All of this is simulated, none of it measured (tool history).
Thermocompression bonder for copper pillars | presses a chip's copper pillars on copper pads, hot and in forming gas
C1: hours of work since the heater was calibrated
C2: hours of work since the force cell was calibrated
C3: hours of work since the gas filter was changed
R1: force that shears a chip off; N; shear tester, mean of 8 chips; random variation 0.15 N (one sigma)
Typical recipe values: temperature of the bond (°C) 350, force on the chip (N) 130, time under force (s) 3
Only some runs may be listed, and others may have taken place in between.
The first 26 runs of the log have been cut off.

{"run": 27, "hour": 416.3, "temperature of the bond (°C)": 362, "force on the chip (N)": 88, "time under force (s)": 5, "C1": 611, "C2": 330, "C3": 270, "R1": 47.1}
{"hour": 430.2, "done": "heater calibrated with a thermocouple chip"}
{"run": 28, "hour": 442.4, "temperature of the bond (°C)": 350, "force on the chip (N)": 130, "time under force (s)": 6, "C1": 9, "C2": 348, "C3": 288, "R1": 50.9}
{"run": 29, "hour": 457.5, "temperature of the bond (°C)": 379, "force on the chip (N)": 130, "time under force (s)": 2, "C1": 20, "C2": 359, "C3": 300, "R1": 43.2}
{"run": 30, "hour": 476.5, "temperature of the bond (°C)": 379, "force on the chip (N)": 130, "time under force (s)": 2, "C1": 35, "C2": 373, "C3": 314, "R1": 42.9}
{"hour": 479.1, "done": "forming gas filter changed"}
{"run": 31, "hour": 495.1, "temperature of the bond (°C)": 379, "force on the chip (N)": 130, "time under force (s)": 4, "C1": 48, "C2": 387, "C3": 12, "R1": 56.8}
{"run": 32, "hour": 508.2, "temperature of the bond (°C)": 346, "force on the chip (N)": 80, "time under force (s)": 5, "C1": 58, "C2": 397, "C3": 22, "R1": 38}
{"run": 33, "hour": 530.1, "temperature of the bond (°C)": 374, "force on the chip (N)": 147, "time under force (s)": 3, "C1": 75, "C2": 413, "C3": 38, "R1": 52.8}
{"run": 34, "hour": 540.8, "temperature of the bond (°C)": 374, "force on the chip (N)": 147, "time under force (s)": 3, "C1": 83, "C2": 421, "C3": 46, "R1": 52.6}
{"run": 35, "hour": 557.2, "temperature of the bond (°C)": 321, "force on the chip (N)": 104, "time under force (s)": 2, "C1": 95, "C2": 434, "C3": 59, "R1": 24.1}
{"run": 36, "hour": 569.0, "temperature of the bond (°C)": 321, "force on the chip (N)": 102, "time under force (s)": 2, "C1": 104, "C2": 442, "C3": 67, "R1": 24.2}
{"run": 37, "hour": 585.5, "temperature of the bond (°C)": 321, "force on the chip (N)": 130, "time under force (s)": 2, "C1": 116, "C2": 455, "C3": 80, "R1": 27.9}
{"run": 38, "hour": 608.0, "temperature of the bond (°C)": 321, "force on the chip (N)": 130, "time under force (s)": 2, "C1": 133, "C2": 472, "C3": 97, "R1": 27.8}
{"run": 39, "hour": 624.7, "temperature of the bond (°C)": 321, "force on the chip (N)": 130, "time under force (s)": 2, "C1": 146, "C2": 484, "C3": 109, "R1": 27.9}
{"run": 40, "hour": 636.2, "temperature of the bond (°C)": 321, "force on the chip (N)": 130, "time under force (s)": 2, "C1": 154, "C2": 493, "C3": 118, "R1": 27.9}

Below are 4 alternative next runs, each starting from the tool's condition after run 40. Predict each:
{"run": "A", "hour": 657.7, "temperature of the bond (°C)": 350, "force on the chip (N)": 152, "time under force (s)": 2, "C1": 170, "C2": 509, "C3": 134, "R1": "?"}
{"run": "B", "hour": 657.7, "temperature of the bond (°C)": 379, "force on the chip (N)": 130, "time under force (s)": 5, "C1": 170, "C2": 509, "C3": 134, "R1": "?"}
{"run": "C", "hour": 657.7, "temperature of the bond (°C)": 350, "force on the chip (N)": 115, "time under force (s)": 3, "C1": 170, "C2": 509, "C3": 134, "R1": "?"}
{"run": "D", "hour": 657.7, "temperature of the bond (°C)": 338, "force on the chip (N)": 121, "time under force (s)": 3, "C1": 170, "C2": 509, "C3": 134, "R1": "?"}

run=A R1=39.2
run=B R1=60.2
run=C R1=39.7
run=D R1=36.8
With no hidden state in the tool, these same runs would have given:
run=A R1=39.1
run=B R1=60.5
run=C R1=39.6
run=D R1=36.6
